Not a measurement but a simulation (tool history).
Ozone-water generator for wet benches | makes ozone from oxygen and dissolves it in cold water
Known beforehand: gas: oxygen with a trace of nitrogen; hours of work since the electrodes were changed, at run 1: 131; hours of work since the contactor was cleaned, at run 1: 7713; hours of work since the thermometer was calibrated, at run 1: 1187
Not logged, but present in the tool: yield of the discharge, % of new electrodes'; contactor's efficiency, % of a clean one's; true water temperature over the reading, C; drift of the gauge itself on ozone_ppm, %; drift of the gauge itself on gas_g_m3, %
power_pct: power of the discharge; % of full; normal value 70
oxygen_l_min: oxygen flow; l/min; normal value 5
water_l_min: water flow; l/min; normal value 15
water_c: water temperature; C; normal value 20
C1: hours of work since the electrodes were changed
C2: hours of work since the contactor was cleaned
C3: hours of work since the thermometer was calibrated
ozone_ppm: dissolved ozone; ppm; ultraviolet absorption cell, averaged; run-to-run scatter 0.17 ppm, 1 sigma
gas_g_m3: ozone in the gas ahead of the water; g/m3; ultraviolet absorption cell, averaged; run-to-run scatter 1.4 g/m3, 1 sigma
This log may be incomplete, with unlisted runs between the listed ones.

{"run": 1, "hour": 0.0, "power_pct": 70, "oxygen_l_min": 5, "water_l_min": 15, "water_c": 20, "C1": 131, "C2": 7713, "C3": 1187, "ozone_ppm": 21.4, "gas_g_m3": 249.8}
{"run": 2, "hour": 83.1, "power_pct": 70, "oxygen_l_min": 5, "water_l_min": 15, "water_c": 20, "C1": 199, "C2": 7781, "C3": 1255, "ozone_ppm": 21.1, "gas_g_m3": 250}
{"run": 3, "hour": 220.1, "power_pct": 70, "oxygen_l_min": 5, "water_l_min": 15, "water_c": 20, "C1": 311, "C2": 7893, "C3": 1367, "ozone_ppm": 21, "gas_g_m3": 248.7}
{"hour": 400.1, "done": "contactor cleaned"}
{"run": 4, "hour": 411.2, "power_pct": 70, "oxygen_l_min": 5, "water_l_min": 15, "water_c": 20, "C1": 464, "C2": 9, "C3": 1520, "ozone_ppm": 21.9, "gas_g_m3": 250.1}
{"run": 5, "hour": 564.2, "power_pct": 70, "oxygen_l_min": 4.15, "water_l_min": 15, "water_c": 20, "C1": 589, "C2": 134, "C3": 1645, "ozone_ppm": 22.3, "gas_g_m3": 282.6}
{"run": 6, "hour": 690.0, "power_pct": 94, "oxygen_l_min": 5, "water_l_min": 15, "water_c": 20, "C1": 692, "C2": 237, "C3": 1748, "ozone_ppm": 27.3, "gas_g_m3": 313.4}
{"run": 7, "hour": 780.0, "power_pct": 48, "oxygen_l_min": 5, "water_l_min": 15, "water_c": 20, "C1": 765, "C2": 311, "C3": 1821, "ozone_ppm": 16.5, "gas_g_m3": 186.4}
{"run": 8, "hour": 947.6, "power_pct": 48, "oxygen_l_min": 5, "water_l_min": 15, "water_c": 20, "C1": 902, "C2": 448, "C3": 1958, "ozone_ppm": 16.3, "gas_g_m3": 186.7}
{"run": 9, "hour": 1069.9, "power_pct": 48, "oxygen_l_min": 5, "water_l_min": 15, "water_c": 20, "C1": 1002, "C2": 548, "C3": 2058, "ozone_ppm": 16.3, "gas_g_m3": 186.8}
{"run": 10, "hour": 1166.9, "power_pct": 48, "oxygen_l_min": 5, "water_l_min": 15, "water_c": 20, "C1": 1082, "C2": 627, "C3": 2138, "ozone_ppm": 16, "gas_g_m3": 187.7}
{"run": 11, "hour": 1299.6, "power_pct": 70, "oxygen_l_min": 5, "water_l_min": 15, "water_c": 22, "C1": 1190, "C2": 736, "C3": 2246, "ozone_ppm": 20.9, "gas_g_m3": 248.4}
{"run": 12, "hour": 1428.4, "power_pct": 70, "oxygen_l_min": 5, "water_l_min": 15, "water_c": 22, "C1": 1296, "C2": 841, "C3": 2352, "ozone_ppm": 20.8, "gas_g_m3": 248.7}
{"run": 13, "hour": 1520.1, "power_pct": 70, "oxygen_l_min": 5, "water_l_min": 15, "water_c": 22, "C1": 1371, "C2": 916, "C3": 2427, "ozone_ppm": 20.7, "gas_g_m3": 244.8}
{"run": 14, "hour": 1641.8, "power_pct": 70, "oxygen_l_min": 5, "water_l_min": 12, "water_c": 20, "C1": 1470, "C2": 1016, "C3": 2526, "ozone_ppm": 25, "gas_g_m3": 250.2}
{"run": 15, "hour": 1807.5, "power_pct": 70, "oxygen_l_min": 5, "water_l_min": 12, "water_c": 20, "C1": 1606, "C2": 1151, "C3": 2662, "ozone_ppm": 25, "gas_g_m3": 244.9}
{"run": 16, "hour": 1968.8, "power_pct": 70, "oxygen_l_min": 5, "water_l_min": 12, "water_c": 20, "C1": 1738, "C2": 1283, "C3": 2794, "ozone_ppm": 25, "gas_g_m3": 245.6}
{"run": 17, "hour": 2065.0, "power_pct": 70, "oxygen_l_min": 5, "water_l_min": 15, "water_c": 20, "C1": 1816, "C2": 1362, "C3": 2872, "ozone_ppm": 21.1, "gas_g_m3": 247.2}
{"run": 18, "hour": 2198.3, "power_pct": 70, "oxygen_l_min": 5, "water_l_min": 15, "water_c": 20, "C1": 1925, "C2": 1471, "C3": 2981, "ozone_ppm": 21.2, "gas_g_m3": 244.6}
{"run": 19, "hour": 2324.0, "power_pct": 70, "oxygen_l_min": 4.32, "water_l_min": 10, "water_c": 23, "C1": 2028, "C2": 1573, "C3": 3084, "ozone_ppm": 26.9, "gas_g_m3": 266.6}
{"run": 20, "hour": 2441.1, "power_pct": 49, "oxygen_l_min": 5, "water_l_min": 21, "water_c": 20, "C1": 2124, "C2": 1669, "C3": 3180, "ozone_ppm": 12.6, "gas_g_m3": 188.7}
{"run": 21, "hour": 2583.1, "power_pct": 70, "oxygen_l_min": 3.59, "water_l_min": 23, "water_c": 20, "C1": 2240, "C2": 1785, "C3": 3296, "ozone_ppm": 15.4, "gas_g_m3": 300.7}
{"run": 22, "hour": 2709.5, "power_pct": 42, "oxygen_l_min": 5.09, "water_l_min": 15, "water_c": 21, "C1": 2343, "C2": 1889, "C3": 3399, "ozone_ppm": 14.2, "gas_g_m3": 165.1}
{"run": 23, "hour": 2875.4, "power_pct": 42, "oxygen_l_min": 5.09, "water_l_min": 15, "water_c": 21, "C1": 2479, "C2": 2024, "C3": 3535, "ozone_ppm": 14.1, "gas_g_m3": 165.9}
{"hour": 2892.6, "done": "water thermometer calibrated"}
{"run": 24, "hour": 2969.9, "power_pct": 42, "oxygen_l_min": 5.09, "water_l_min": 15, "water_c": 21, "C1": 2556, "C2": 2101, "C3": 63, "ozone_ppm": 14.1, "gas_g_m3": 164.9}
{"run": 25, "hour": 3065.5, "power_pct": 42, "oxygen_l_min": 5.09, "water_l_min": 15, "water_c": 21, "C1": 2634, "C2": 2180, "C3": 141, "ozone_ppm": 14.2, "gas_g_m3": 165.2}
{"run": 26, "hour": 3195.5, "power_pct": 42, "oxygen_l_min": 5.09, "water_l_min": 15, "water_c": 21, "C1": 2741, "C2": 2286, "C3": 248, "ozone_ppm": 14.1, "gas_g_m3": 164.3}
{"run": 27, "hour": 3357.6, "power_pct": 42, "oxygen_l_min": 4.9, "water_l_min": 15, "water_c": 23, "C1": 2873, "C2": 2419, "C3": 380, "ozone_ppm": 13.7, "gas_g_m3": 168.6}
{"run": 28, "hour": 3493.7, "power_pct": 99, "oxygen_l_min": 5, "water_l_min": 10, "water_c": 20, "C1": 2984, "C2": 2530, "C3": 492, "ozone_ppm": 35.7, "gas_g_m3": 311.8}
{"run": 29, "hour": 3637.8, "power_pct": 99, "oxygen_l_min": 5, "water_l_min": 10, "water_c": 20, "C1": 3102, "C2": 2648, "C3": 609, "ozone_ppm": 34.8, "gas_g_m3": 311.5}
{"run": 30, "hour": 3784.2, "power_pct": 70, "oxygen_l_min": 3.97, "water_l_min": 15, "water_c": 20, "C1": 3222, "C2": 2767, "C3": 729, "ozone_ppm": 21.2, "gas_g_m3": 279.1}
{"run": 31, "hour": 3883.8, "power_pct": 70, "oxygen_l_min": 3.97, "water_l_min": 15, "water_c": 20, "C1": 3304, "C2": 2849, "C3": 811, "ozone_ppm": 21.3, "gas_g_m3": 277.9}
{"run": 32, "hour": 3983.0, "power_pct": 70, "oxygen_l_min": 5.1, "water_l_min": 19, "water_c": 20, "C1": 3385, "C2": 2930, "C3": 892, "ozone_ppm": 17.5, "gas_g_m3": 237.5}
{"run": 33, "hour": 4077.5, "power_pct": 64, "oxygen_l_min": 5, "water_l_min": 15, "water_c": 14, "C1": 3462, "C2": 3007, "C3": 969, "ozone_ppm": 21.5, "gas_g_m3": 224.7}
{"run": 34, "hour": 4236.7, "power_pct": 45, "oxygen_l_min": 5, "water_l_min": 21, "water_c": 16, "C1": 3592, "C2": 3137, "C3": 1099, "ozone_ppm": 12.2, "gas_g_m3": 173.7}

Each run again, without the hidden state but with its own random variation kept:
run=1 ozone_ppm=22.3 gas_g_m3=250.6
run=2 ozone_ppm=22.1 gas_g_m3=251
run=3 ozone_ppm=22.1 gas_g_m3=250.1
run=4 ozone_ppm=22.3 gas_g_m3=252
run=5 ozone_ppm=22.8 gas_g_m3=285.2
run=6 ozone_ppm=27.9 gas_g_m3=317.5
run=7 ozone_ppm=16.8 gas_g_m3=188
run=8 ozone_ppm=16.7 gas_g_m3=188.5
run=9 ozone_ppm=16.6 gas_g_m3=188.8
run=10 ozone_ppm=16.3 gas_g_m3=189.8
run=11 ozone_ppm=21.5 gas_g_m3=252.8
run=12 ozone_ppm=21.5 gas_g_m3=253.4
run=13 ozone_ppm=21.4 gas_g_m3=249.8
run=14 ozone_ppm=25.9 gas_g_m3=255.5
run=15 ozone_ppm=25.9 gas_g_m3=250.6
run=16 ozone_ppm=26 gas_g_m3=251.8
run=17 ozone_ppm=22 gas_g_m3=253.7
run=18 ozone_ppm=22.2 gas_g_m3=251.4
run=19 ozone_ppm=28.1 gas_g_m3=274.4
run=20 ozone_ppm=13.1 gas_g_m3=192.9
run=21 ozone_ppm=16.1 gas_g_m3=310.4
run=22 ozone_ppm=14.7 gas_g_m3=168.5
run=23 ozone_ppm=14.7 gas_g_m3=169.5
run=24 ozone_ppm=14.6 gas_g_m3=168.6
run=25 ozone_ppm=14.8 gas_g_m3=169.1
run=26 ozone_ppm=14.6 gas_g_m3=168.3
run=27 ozone_ppm=14.3 gas_g_m3=172.9
run=28 ozone_ppm=38.2 gas_g_m3=328.7
run=29 ozone_ppm=37.4 gas_g_m3=329.1
run=30 ozone_ppm=22.7 gas_g_m3=292
run=31 ozone_ppm=22.8 gas_g_m3=291.1
run=32 ozone_ppm=18.7 gas_g_m3=249
run=33 ozone_ppm=23 gas_g_m3=235.2
run=34 ozone_ppm=12.9 gas_g_m3=179.6
